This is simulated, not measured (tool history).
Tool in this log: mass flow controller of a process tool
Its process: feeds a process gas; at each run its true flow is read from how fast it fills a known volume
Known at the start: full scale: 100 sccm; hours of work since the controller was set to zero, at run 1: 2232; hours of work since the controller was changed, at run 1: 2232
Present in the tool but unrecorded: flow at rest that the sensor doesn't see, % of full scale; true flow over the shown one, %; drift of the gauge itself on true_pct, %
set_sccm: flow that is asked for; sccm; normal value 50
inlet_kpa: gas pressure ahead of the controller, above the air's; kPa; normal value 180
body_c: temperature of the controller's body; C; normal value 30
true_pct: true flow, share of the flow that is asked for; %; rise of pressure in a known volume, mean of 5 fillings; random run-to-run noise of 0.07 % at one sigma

| run | hour | set_sccm | inlet_kpa | body_c | hours of work since the controller was set to zero | hours of work since the controller was changed | true_pct |
|---|---|---|---|---|---|---|---|
| 1 | 0.0 | 50 | 180 | 30 | 2232 | 2232 | 97.36 |
| 2 | 83.7 | 50 | 154 | 30 | 2268 | 2268 | 97.51 |
| 3 | 214.6 | 50 | 154 | 30 | 2324 | 2324 | 97.36 |
| 4 | 348.0 | 50 | 180 | 30 | 2382 | 2382 | 97.35 |
| 5 | 411.0 | 18 | 180 | 30 | 2409 | 2409 | 95.28 |
| 6 | 518.4 | 18 | 180 | 30 | 2455 | 2455 | 95.26 |
| 7 | 626.5 | 18 | 180 | 30 | 2502 | 2502 | 95.09 |
| 8 | 694.3 | 18 | 180 | 30 | 2531 | 2531 | 95.16 |
| 9 | 799.0 | 18 | 180 | 30 | 2577 | 2577 | 94.98 |
| 10 | 880.8 | 50 | 277 | 30 | 2612 | 2612 | 96.70 |
| 11 | 1011.4 | 50 | 180 | 30 | 2668 | 2668 | 97.14 |
| 12 | 1125.8 | 50 | 180 | 30 | 2718 | 2718 | 97.12 |
| 13 | 1248.7 | 50 | 180 | 30 | 2771 | 2771 | 97.02 |
| 14 | 1320.1 | 15 | 180 | 30 | 2802 | 2802 | 94.03 |
| 15 | 1421.4 | 15 | 180 | 30 | 2845 | 2845 | 94.17 |
| 16 | 1479.1 | 15 | 245 | 30 | 2870 | 2870 | 93.64 |
| 17 | 1603.5 | 15 | 245 | 30 | 2924 | 2924 | 93.54 |
| 18 | 1716.8 | 15 | 157 | 30 | 2973 | 2973 | 93.93 |
| 19 | 1812.6 | 15 | 157 | 30 | 3014 | 3014 | 94.03 |
| 20 | 1901.7 | 15 | 157 | 30 | 3053 | 3053 | 93.83 |
| 21 | 1984.5 | 15 | 157 | 30 | 3088 | 3088 | 93.94 |
| 22 | 2046.6 | 15 | 157 | 30 | 3115 | 3115 | 93.71 |
| 23 | 2151.2 | 35 | 180 | 29 | 3160 | 3160 | 96.02 |
| 24 | 2212.8 | 41 | 201 | 23 | 3187 | 3187 | 96.49 |
| 25 | 2313.5 | 41 | 201 | 26 | 3230 | 3230 | 96.38 |
| 26 | 2404.2 | 41 | 201 | 26 | 3269 | 3269 | 96.46 |
| 27 | 2491.1 | 21 | 177 | 36 | 3307 | 3307 | 94.31 |
| 28 | 2614.7 | 58 | 251 | 36 | 3360 | 3360 | 96.13 |
| 29 | 2702.0 | 43 | 180 | 37 | 3398 | 3398 | 95.90 |
|  | 2711.1 | controller's zero set anew |
| 30 | 2756.9 | 23 | 180 | 31 | 20 | 3421 | 93.84 |
| 31 | 2824.2 | 71 | 203 | 23 | 49 | 3450 | 97.22 |
| 32 | 2903.8 | 27 | 194 | 29 | 83 | 3485 | 94.32 |
| 33 | 3033.4 | 27 | 194 | 29 | 139 | 3541 | 94.28 |
|  | 3118.1 | controller's zero set anew, once more |
| 34 | 3148.3 | 89 | 158 | 38 | 13 | 3590 | 98.07 |
| 35 | 3249.3 | 17 | 158 | 25 | 57 | 3634 | 97.11 |
| 36 | 3321.2 | 63 | 180 | 30 | 88 | 3665 | 97.81 |
| 37 | 3409.8 | 63 | 180 | 30 | 126 | 3703 | 97.83 |
| 38 | 3512.7 | 62 | 174 | 30 | 170 | 3747 | 97.91 |
| 39 | 3648.0 | 27 | 180 | 29 | 229 | 3806 | 96.91 |
| 40 | 3763.3 | 27 | 180 | 29 | 278 | 3856 | 96.88 |
| 41 | 3823.3 | 21 | 237 | 29 | 304 | 3881 | 96.42 |
| 42 | 3900.3 | 65 | 202 | 39 | 338 | 3915 | 97.27 |
| 43 | 3992.4 | 33 | 234 | 30 | 377 | 3954 | 96.76 |
| 44 | 4116.0 | 27 | 255 | 30 | 431 | 4008 | 96.32 |

3 options for the next run, each taken on its own from the tool as it stands now. Forecast them:
| A | 4204.1 | 50 | 180 | 25 | 469 | 4046 | ? |
| B | 4204.1 | 50 | 221 | 20 | 469 | 4046 | ? |
| C | 4204.1 | 72 | 172 | 30 | 469 | 4046 | ? |

| run | true_pct |
|---|---|
| A | 97.52 |
| B | 97.65 |
| C | 97.75 |
Without the tool's unlogged condition, the same runs would have read:
| run | true_pct |
|---|---|
| A | 99.27 |
| B | 99.40 |
| C | 99.40 |
